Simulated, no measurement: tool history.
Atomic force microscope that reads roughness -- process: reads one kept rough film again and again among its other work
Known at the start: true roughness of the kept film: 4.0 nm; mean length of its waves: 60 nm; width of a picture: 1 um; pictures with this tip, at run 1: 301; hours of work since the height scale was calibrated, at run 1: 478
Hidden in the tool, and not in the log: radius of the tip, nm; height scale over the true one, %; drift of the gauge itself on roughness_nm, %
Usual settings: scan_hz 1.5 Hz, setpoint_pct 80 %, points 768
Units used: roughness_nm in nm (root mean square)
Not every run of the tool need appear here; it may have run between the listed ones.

run    hour  scan_hz  setpoint_pct  points  pictures with this tip  hours of work since the height scale was calibrated  roughness_nm
  1       0      1.5            80     768                     301                                                  478         3.191
       26.2  -- new tip fitted
  2    49.1      1.5            77     768                      20                                                  499         3.537
  3    91.6      1.5            80     421                      57                                                  517         3.441
  4   129.8      1.5            80     768                      89                                                  533         3.407
  5   154.7      1.5            72     768                     111                                                  544         3.519
  6   189.8      1.5            72     768                     141                                                  559         3.495
  7   224.7      1.5            72     768                     171                                                  574         3.459
  8   256.8     1.96            80     768                     199                                                  587         3.228
  9   280.5     1.96            80     768                     219                                                  598         3.203
 10   322.8     1.96            80     768                     256                                                  616          3.18
 11   367.6     1.96            80     768                     294                                                  635         3.138
 12     396      1.5            80     558                     319                                                  647         3.212
      403.1  -- new tip fitted
 13   446.5      1.5            80     558                      38                                                  668         3.475
 14   486.2      1.5            80     918                      72                                                  685          3.47
 15   516.3      1.5            80     644                      98                                                  698          3.41
 16     544      1.5            80     768                     122                                                  710         3.387
 17     581      1.5            80     768                     154                                                  726         3.366
 18   618.5      1.5            80     768                     186                                                  742         3.344
 19   668.4      1.5            80     768                     229                                                  764         3.314
 20   691.1      1.5            58     768                     249                                                  773         3.518
 21   737.6      1.5            59     768                     289                                                  793         3.477
        779  -- new tip fitted
 22   787.2      1.5            74     768                       7                                                  814         3.611
 23   832.8     0.94            74     768                      46                                                  834          3.68
 24     876      1.5            80     768                      84                                                  852         3.452
 25   914.4      1.5            80     768                     117                                                  869         3.421
 26   939.3      1.5            88     768                     138                                                  879         3.248
 27   968.7     0.97            59     388                     163                                                  892         3.612
 28  1017.1     0.97            59     388                     205                                                  913          3.58
 29  1069.8     3.52            57     356                     251                                                  935         3.402
 30  1111.6     3.52            57     356                     287                                                  953          3.41
 31  1135.9     3.52            57     356                     308                                                  963         3.364
     1154.7  -- new tip fitted
 32  1164.9     1.07            69     757                       9                                                  976         3.702
 33  1202.1     1.07            69     757                      41                                                  992         3.727
 34  1245.7      1.5            80     349                      79                                                 1010         3.454
 35  1271.3     0.67            55     768                     101                                                 1021         3.732
 36  1308.7     0.78            61    1013                     133                                                 1037         3.666
 37  1349.8     0.78            61    1013                     169                                                 1055         3.687
 38  1401.2     0.78            61    1013                     213                                                 1077         3.619
 39  1422.9     0.78            61    1013                     231                                                 1086         3.588
 40  1466.1     1.48            57     705                     269                                                 1105         3.524
 41  1492.7     1.44            61     768                     292                                                 1116         3.478
 42  1526.8     1.44            61     768                     321                                                 1131         3.435
     1532.2  -- new tip fitted
 43  1561.2     1.44            61     768                      25                                                 1145         3.758
 44    1606      1.5            86     476                      64                                                 1164          3.39
 45  1649.5     2.49            62     275                     101                                                 1183         3.558
 46  1685.5     2.49            62     275                     132                                                 1198          3.56
 47  1731.5     2.49            62     275                     172                                                 1218         3.519
 48    1772     1.52            68    1006                     207                                                 1235         3.508
 49  1808.8     3.46            81     351                     239                                                 1251          2.97
 50  1837.3     1.61            61     768                     263                                                 1263          3.51
     1851.4  -- height scale calibrated on a step standard
 51  1870.1     1.61            61     335                     291                                                    8          3.37
     1910.4  -- new tip fitted
 52    1922     1.61            61     335                      10                                                   30         3.681

Alternative continuations, all from the tool just after run 52; predict every row:
  A  1969.1     3.49            68     310                      50                                                   50             ?
  B  1969.1      1.5            86     631                      50                                                   50             ?
  C  1969.1     2.94            80     949                      50                                                   50             ?
  D  1969.1     3.65            79     542                      50                                                   50             ?
  E  1969.1      0.5            62     329                      50                                                   50             ?

run  roughness_nm
  A          3.35
  B         3.303
  C         3.164
  D         3.082
  E         3.757
Without the tool's hidden state the same runs would have given:
run  roughness_nm
  A         3.401
  B         3.353
  C         3.213
  D         3.129
  E         3.815
